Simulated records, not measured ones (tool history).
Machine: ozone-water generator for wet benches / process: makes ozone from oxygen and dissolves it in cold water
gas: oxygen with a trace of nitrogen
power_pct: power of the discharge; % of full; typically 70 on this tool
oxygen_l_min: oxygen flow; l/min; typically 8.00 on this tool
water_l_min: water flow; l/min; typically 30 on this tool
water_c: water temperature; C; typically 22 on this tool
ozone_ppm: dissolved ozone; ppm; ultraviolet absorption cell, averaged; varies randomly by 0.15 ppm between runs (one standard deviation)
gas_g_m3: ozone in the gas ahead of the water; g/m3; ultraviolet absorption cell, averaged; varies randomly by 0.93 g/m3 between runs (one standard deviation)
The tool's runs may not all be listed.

run 1 hour=0.0 | power_pct=70 oxygen_l_min=8.00 water_l_min=30 water_c=22 | ozone_ppm=12.9 gas_g_m3=119.3
run 2 hour=145.0 | power_pct=70 oxygen_l_min=8.00 water_l_min=30 water_c=22 | ozone_ppm=12.9 gas_g_m3=119.0
run 3 hour=235.6 | power_pct=70 oxygen_l_min=8.00 water_l_min=30 water_c=22 | ozone_ppm=13.0 gas_g_m3=118.6
-- hour=375.3 water thermometer calibrated
run 4 hour=426.3 | power_pct=70 oxygen_l_min=8.00 water_l_min=30 water_c=22 | ozone_ppm=12.9 gas_g_m3=117.9
run 5 hour=565.3 | power_pct=70 oxygen_l_min=8.00 water_l_min=30 water_c=22 | ozone_ppm=12.6 gas_g_m3=117.0
run 6 hour=688.0 | power_pct=70 oxygen_l_min=8.00 water_l_min=30 water_c=22 | ozone_ppm=12.7 gas_g_m3=116.8
run 7 hour=859.9 | power_pct=70 oxygen_l_min=8.00 water_l_min=30 water_c=22 | ozone_ppm=12.6 gas_g_m3=114.5
run 8 hour=1004.8 | power_pct=70 oxygen_l_min=8.00 water_l_min=30 water_c=22 | ozone_ppm=12.5 gas_g_m3=115.5
run 9 hour=1141.3 | power_pct=70 oxygen_l_min=8.00 water_l_min=30 water_c=22 | ozone_ppm=12.4 gas_g_m3=114.7
run 10 hour=1263.7 | power_pct=70 oxygen_l_min=8.00 water_l_min=30 water_c=22 | ozone_ppm=12.0 gas_g_m3=113.9
run 11 hour=1395.4 | power_pct=70 oxygen_l_min=8.00 water_l_min=30 water_c=22 | ozone_ppm=12.2 gas_g_m3=113.7
-- hour=1536.3 electrodes of the discharge changed
run 12 hour=1539.7 | power_pct=70 oxygen_l_min=8.00 water_l_min=30 water_c=22 | ozone_ppm=16.8 gas_g_m3=156.5
run 13 hour=1686.9 | power_pct=54 oxygen_l_min=8.00 water_l_min=30 water_c=15 | ozone_ppm=15.8 gas_g_m3=131.9
run 14 hour=1818.0 | power_pct=54 oxygen_l_min=8.00 water_l_min=30 water_c=15 | ozone_ppm=15.7 gas_g_m3=132.1
run 15 hour=1968.7 | power_pct=54 oxygen_l_min=8.00 water_l_min=30 water_c=15 | ozone_ppm=15.6 gas_g_m3=130.9
run 16 hour=2143.3 | power_pct=83 oxygen_l_min=8.00 water_l_min=24 water_c=22 | ozone_ppm=21.6 gas_g_m3=169.6
run 17 hour=2242.4 | power_pct=72 oxygen_l_min=8.00 water_l_min=30 water_c=21 | ozone_ppm=16.9 gas_g_m3=155.1
run 18 hour=2330.2 | power_pct=72 oxygen_l_min=8.00 water_l_min=30 water_c=21 | ozone_ppm=16.9 gas_g_m3=153.9
run 19 hour=2509.6 | power_pct=88 oxygen_l_min=4.54 water_l_min=40 water_c=27 | ozone_ppm=12.5 gas_g_m3=226.1
run 20 hour=2630.1 | power_pct=80 oxygen_l_min=7.91 water_l_min=21 water_c=15 | ozone_ppm=25.4 gas_g_m3=164.9
run 21 hour=2770.0 | power_pct=80 oxygen_l_min=7.91 water_l_min=21 water_c=15 | ozone_ppm=25.1 gas_g_m3=163.6
-- hour=2882.6 contactor cleaned
run 22 hour=2882.6 | power_pct=80 oxygen_l_min=7.91 water_l_min=21 water_c=15 | ozone_ppm=26.5 gas_g_m3=164.5
run 23 hour=3098.0 | power_pct=70 oxygen_l_min=8.00 water_l_min=19 water_c=22 | ozone_ppm=22.9 gas_g_m3=149.7
run 24 hour=3301.2 | power_pct=59 oxygen_l_min=10.30 water_l_min=19 water_c=22 | ozone_ppm=19.9 gas_g_m3=119.7

Below, each run's measurement less what the same run would have read without the hidden state. Both values contain the same run-to-run variation, but the gauge's scatter may not be the same in both:
Unlogged tool condition in this case: yield of the discharge, % of new electrodes'; contactor's efficiency, % of a clean one's; true water temperature over the reading, C; drift of the gauge itself on ozone_ppm, %; drift of the gauge itself on gas_g_m3, %.
run=1 ozone_ppm=-4.7 gas_g_m3=-36.0
run=2 ozone_ppm=-4.8 gas_g_m3=-36.6
run=3 ozone_ppm=-4.8 gas_g_m3=-37.2
run=4 ozone_ppm=-4.9 gas_g_m3=-38.1
run=5 ozone_ppm=-5.0 gas_g_m3=-38.5
run=6 ozone_ppm=-5.1 gas_g_m3=-39.2
run=7 ozone_ppm=-5.2 gas_g_m3=-39.5
run=8 ozone_ppm=-5.2 gas_g_m3=-40.6
run=9 ozone_ppm=-5.3 gas_g_m3=-41.1
run=10 ozone_ppm=-5.3 gas_g_m3=-41.8
run=11 ozone_ppm=-5.5 gas_g_m3=-42.7
run=12 ozone_ppm=-0.8 gas_g_m3=+0.6
run=13 ozone_ppm=-0.9 gas_g_m3=-0.1
run=14 ozone_ppm=-1.0 gas_g_m3=-0.6
run=15 ozone_ppm=-1.1 gas_g_m3=-1.1
run=16 ozone_ppm=-1.6 gas_g_m3=-2.8
run=17 ozone_ppm=-1.4 gas_g_m3=-2.8
run=18 ozone_ppm=-1.5 gas_g_m3=-3.3
run=19 ozone_ppm=-1.4 gas_g_m3=-7.0
run=20 ozone_ppm=-2.2 gas_g_m3=-5.5
run=21 ozone_ppm=-2.4 gas_g_m3=-6.3
run=22 ozone_ppm=-1.3 gas_g_m3=-6.9
run=23 ozone_ppm=-1.2 gas_g_m3=-6.8
run=24 ozone_ppm=-1.1 gas_g_m3=-5.6

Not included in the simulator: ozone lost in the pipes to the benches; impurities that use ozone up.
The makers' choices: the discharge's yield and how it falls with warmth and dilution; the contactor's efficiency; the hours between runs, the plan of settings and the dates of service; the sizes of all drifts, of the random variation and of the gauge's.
